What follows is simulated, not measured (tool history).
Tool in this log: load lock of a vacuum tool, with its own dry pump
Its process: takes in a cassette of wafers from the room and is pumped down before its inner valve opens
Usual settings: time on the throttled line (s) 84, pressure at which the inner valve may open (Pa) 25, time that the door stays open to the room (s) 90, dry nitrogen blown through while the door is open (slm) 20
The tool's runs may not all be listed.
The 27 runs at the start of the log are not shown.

run,day,time on the throttled line (s),pressure at which the inner valve may open (Pa),time that the door stays open to the room (s),dry nitrogen blown through while the door is open (slm),hours that the pump has run since its overhaul,times that the door has closed on its seal,"incoming humidity of the room's air, %",time from the closed door until the inner valve may open (s),rise of the pressure with all valves shut (Pa/min)
28,431.712,84,25,134,43,7523,58855,42.7,138.5,0.434
29,448.021,84,25,134,43,7915,59851,46.3,138.1,0.446
30,458.492,84,25,134,43,8166,60490,42.9,139.5,0.452
31,477.196,48,45,240,11,8615,61632,44.6,103.5,0.517
32,496.279,49,19,60,11,9073,62797,46.3,111.5,0.506
33,506.054,84,25,126,14,9308,63394,43.9,139.2,0.499
34,520.829,84,25,126,14,9662,64296,46.5,138.5,0.53
35,534.467,45,20,95,43,9989,65128,46.1,109.1,0.504
36,552.7,84,35,90,4,10427,66242,43.8,138.7,0.554

5 options for the next run, each taken on its own from the tool as it stands now. Forecast them:
A,567.454,90,35,30,32,10781,67142,47.5,?,?
B,567.454,157,21,29,4,10781,67142,44.6,?,?
C,567.454,159,35,86,4,10781,67142,41.7,?,?
D,567.454,84,25,36,20,10781,67142,47.2,?,?
E,567.454,58,45,34,20,10781,67142,45.6,?,?

run,time from the closed door until the inner valve may open (s),rise of the pressure with all valves shut (Pa/min)
A,142.7,0.521
B,204.7,0.536
C,200.9,0.573
D,141.6,0.53
E,113.8,0.538
With the hidden condition removed and each run's random variation left untouched, the same runs would have given:
run,time from the closed door until the inner valve may open (s),rise of the pressure with all valves shut (Pa/min)
A,136.2,0.023
B,199,0.04
C,195.7,0.064
D,134.5,0.031
E,106.9,0.034
